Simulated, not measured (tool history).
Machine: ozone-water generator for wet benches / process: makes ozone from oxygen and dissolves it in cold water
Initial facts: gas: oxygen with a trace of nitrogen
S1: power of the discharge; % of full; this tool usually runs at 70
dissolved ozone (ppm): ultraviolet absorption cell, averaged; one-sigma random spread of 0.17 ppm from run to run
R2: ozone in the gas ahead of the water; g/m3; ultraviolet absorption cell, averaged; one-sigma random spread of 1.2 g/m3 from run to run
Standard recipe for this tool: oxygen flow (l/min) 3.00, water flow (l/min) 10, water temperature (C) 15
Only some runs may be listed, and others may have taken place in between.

run 1 hour=0.0 | S1=70 oxygen_flow_(l/min)=3.00 water_flow_(l/min)=10 water_temperature_(C)=15 | dissolved_ozone_(ppm)=22.2 R2=224.6
run 2 hour=81.8 | S1=70 oxygen_flow_(l/min)=3.00 water_flow_(l/min)=10 water_temperature_(C)=15 | dissolved_ozone_(ppm)=22.2 R2=223.8
run 3 hour=130.0 | S1=70 oxygen_flow_(l/min)=3.00 water_flow_(l/min)=10 water_temperature_(C)=15 | dissolved_ozone_(ppm)=21.8 R2=222.9
run 4 hour=231.3 | S1=70 oxygen_flow_(l/min)=3.00 water_flow_(l/min)=10 water_temperature_(C)=15 | dissolved_ozone_(ppm)=22.0 R2=222.3
run 5 hour=321.1 | S1=70 oxygen_flow_(l/min)=3.00 water_flow_(l/min)=10 water_temperature_(C)=15 | dissolved_ozone_(ppm)=22.2 R2=223.5
run 6 hour=414.4 | S1=70 oxygen_flow_(l/min)=3.00 water_flow_(l/min)=10 water_temperature_(C)=15 | dissolved_ozone_(ppm)=21.9 R2=223.7
run 7 hour=474.4 | S1=70 oxygen_flow_(l/min)=4.87 water_flow_(l/min)=10 water_temperature_(C)=15 | dissolved_ozone_(ppm)=23.3 R2=191.4
run 8 hour=530.3 | S1=70 oxygen_flow_(l/min)=4.87 water_flow_(l/min)=10 water_temperature_(C)=15 | dissolved_ozone_(ppm)=23.4 R2=189.5
run 9 hour=584.5 | S1=70 oxygen_flow_(l/min)=3.00 water_flow_(l/min)=10 water_temperature_(C)=15 | dissolved_ozone_(ppm)=21.8 R2=223.1
run 10 hour=659.3 | S1=70 oxygen_flow_(l/min)=3.00 water_flow_(l/min)=10 water_temperature_(C)=15 | dissolved_ozone_(ppm)=22.1 R2=223.2
run 11 hour=714.2 | S1=70 oxygen_flow_(l/min)=3.00 water_flow_(l/min)=10 water_temperature_(C)=15 | dissolved_ozone_(ppm)=22.1 R2=223.1
run 12 hour=769.4 | S1=70 oxygen_flow_(l/min)=3.00 water_flow_(l/min)=10 water_temperature_(C)=15 | dissolved_ozone_(ppm)=21.9 R2=225.1
run 13 hour=829.1 | S1=93 oxygen_flow_(l/min)=3.00 water_flow_(l/min)=10 water_temperature_(C)=15 | dissolved_ozone_(ppm)=25.5 R2=258.5
run 14 hour=939.9 | S1=70 oxygen_flow_(l/min)=2.14 water_flow_(l/min)=10 water_temperature_(C)=15 | dissolved_ozone_(ppm)=20.2 R2=252.1
run 15 hour=993.5 | S1=70 oxygen_flow_(l/min)=3.00 water_flow_(l/min)=10 water_temperature_(C)=15 | dissolved_ozone_(ppm)=21.8 R2=224.5
run 16 hour=1072.2 | S1=50 oxygen_flow_(l/min)=2.17 water_flow_(l/min)=11 water_temperature_(C)=23 | dissolved_ozone_(ppm)=14.4 R2=212.2
run 17 hour=1147.6 | S1=47 oxygen_flow_(l/min)=3.00 water_flow_(l/min)=10 water_temperature_(C)=10 | dissolved_ozone_(ppm)=19.2 R2=183.3
run 18 hour=1259.1 | S1=47 oxygen_flow_(l/min)=3.00 water_flow_(l/min)=10 water_temperature_(C)=10 | dissolved_ozone_(ppm)=19.2 R2=182.0
run 19 hour=1353.4 | S1=47 oxygen_flow_(l/min)=3.00 water_flow_(l/min)=10 water_temperature_(C)=10 | dissolved_ozone_(ppm)=18.9 R2=185.1
run 20 hour=1439.0 | S1=70 oxygen_flow_(l/min)=3.00 water_flow_(l/min)=8 water_temperature_(C)=15 | dissolved_ozone_(ppm)=26.8 R2=225.7
run 21 hour=1540.2 | S1=44 oxygen_flow_(l/min)=5.10 water_flow_(l/min)=12 water_temperature_(C)=8 | dissolved_ozone_(ppm)=18.3 R2=148.3
run 22 hour=1638.8 | S1=44 oxygen_flow_(l/min)=5.10 water_flow_(l/min)=12 water_temperature_(C)=8 | dissolved_ozone_(ppm)=18.2 R2=150.9
run 23 hour=1711.3 | S1=44 oxygen_flow_(l/min)=5.10 water_flow_(l/min)=12 water_temperature_(C)=8 | dissolved_ozone_(ppm)=18.1 R2=150.4
run 24 hour=1809.8 | S1=44 oxygen_flow_(l/min)=5.10 water_flow_(l/min)=12 water_temperature_(C)=8 | dissolved_ozone_(ppm)=18.0 R2=149.5
run 25 hour=1873.1 | S1=44 oxygen_flow_(l/min)=5.10 water_flow_(l/min)=12 water_temperature_(C)=8 | dissolved_ozone_(ppm)=18.1 R2=147.6
run 26 hour=1943.6 | S1=44 oxygen_flow_(l/min)=3.23 water_flow_(l/min)=12 water_temperature_(C)=12 | dissolved_ozone_(ppm)=15.7 R2=174.9
run 27 hour=2036.8 | S1=51 oxygen_flow_(l/min)=5.37 water_flow_(l/min)=14 water_temperature_(C)=10 | dissolved_ozone_(ppm)=16.6 R2=157.0
run 28 hour=2105.7 | S1=58 oxygen_flow_(l/min)=4.52 water_flow_(l/min)=8 water_temperature_(C)=16 | dissolved_ozone_(ppm)=24.3 R2=178.8
run 29 hour=2204.1 | S1=58 oxygen_flow_(l/min)=4.52 water_flow_(l/min)=8 water_temperature_(C)=16 | dissolved_ozone_(ppm)=24.5 R2=181.4

Each row is a separate what-if for the run after 29, all from the same tool condition, not one after another. Results?
run A hour=2296.5 | S1=90 oxygen_flow_(l/min)=2.27 water_flow_(l/min)=8 water_temperature_(C)=19 | dissolved_ozone_(ppm)=? R2=?
run B hour=2296.5 | S1=58 oxygen_flow_(l/min)=4.52 water_flow_(l/min)=12 water_temperature_(C)=16 | dissolved_ozone_(ppm)=? R2=?
run C hour=2296.5 | S1=58 oxygen_flow_(l/min)=2.87 water_flow_(l/min)=9 water_temperature_(C)=20 | dissolved_ozone_(ppm)=? R2=?

run=A dissolved_ozone_(ppm)=27.3 R2=286.1
run=B dissolved_ozone_(ppm)=18.0 R2=178.8
run=C dissolved_ozone_(ppm)=19.6 R2=210.0
Without the tool's unlogged condition, the same runs would have read:
run=A dissolved_ozone_(ppm)=27.4 R2=279.5
run=B dissolved_ozone_(ppm)=18.0 R2=174.6
run=C dissolved_ozone_(ppm)=19.6 R2=205.1

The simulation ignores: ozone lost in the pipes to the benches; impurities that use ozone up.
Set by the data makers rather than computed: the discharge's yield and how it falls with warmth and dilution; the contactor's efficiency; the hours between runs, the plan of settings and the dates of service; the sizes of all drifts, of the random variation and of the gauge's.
